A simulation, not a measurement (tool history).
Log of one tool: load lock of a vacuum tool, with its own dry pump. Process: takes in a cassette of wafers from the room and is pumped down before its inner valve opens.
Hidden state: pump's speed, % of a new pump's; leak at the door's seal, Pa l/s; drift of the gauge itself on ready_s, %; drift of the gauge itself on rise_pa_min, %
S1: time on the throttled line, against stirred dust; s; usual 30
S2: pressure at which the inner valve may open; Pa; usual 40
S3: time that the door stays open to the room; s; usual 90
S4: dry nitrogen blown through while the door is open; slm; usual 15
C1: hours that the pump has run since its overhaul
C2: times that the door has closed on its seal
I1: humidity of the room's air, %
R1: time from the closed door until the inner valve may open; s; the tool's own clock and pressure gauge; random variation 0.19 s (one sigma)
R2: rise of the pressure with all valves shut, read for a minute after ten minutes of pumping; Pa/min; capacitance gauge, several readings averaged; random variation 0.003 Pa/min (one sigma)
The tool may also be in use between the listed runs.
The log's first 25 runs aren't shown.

run,day,S1,S2,S3,S4,C1,C2,I1,R1,R2
# day 186.996: door's seal changed, seat wiped
26,192.208,32,78,168,35,5777,421,44.5,52.6,0.015
27,199.250,32,78,168,35,5946,990,44.2,52.5,0.021
28,205.250,43,74,90,15,6090,1475,45.3,60.6,0.020
29,212.754,43,47,57,15,6270,2082,42.2,62.6,0.022
30,218.767,59,32,163,15,6414,2568,44.6,75.6,0.030
31,225.275,59,32,163,21,6571,3095,44.0,75.4,0.027
32,234.750,46,64,106,15,6798,3861,46.5,63.6,0.031
33,244.358,54,40,90,42,7029,4638,44.4,71.7,0.024
34,252.133,54,40,90,42,7215,5266,49.1,70.8,0.031
35,257.433,54,40,40,42,7342,5695,43.9,71.5,0.024
36,265.108,54,41,109,7,7527,6315,46.8,71.8,0.060
37,274.517,54,41,109,7,7752,7076,47.5,71.0,0.058

Forecast each of these 3 alternatives for the next run:
A,282.200,35,40,113,20,7937,7697,45.9,?,?
B,282.200,39,41,51,11,7937,7697,44.6,?,?
C,282.200,33,62,90,8,7937,7697,44.6,?,?

run,R1,R2
A,58.3,0.051
B,61.0,0.052
C,54.6,0.055
Without the tool's hidden state the same runs would have given:
run,R1,R2
A,56.1,0.019
B,59.0,0.020
C,52.6,0.023

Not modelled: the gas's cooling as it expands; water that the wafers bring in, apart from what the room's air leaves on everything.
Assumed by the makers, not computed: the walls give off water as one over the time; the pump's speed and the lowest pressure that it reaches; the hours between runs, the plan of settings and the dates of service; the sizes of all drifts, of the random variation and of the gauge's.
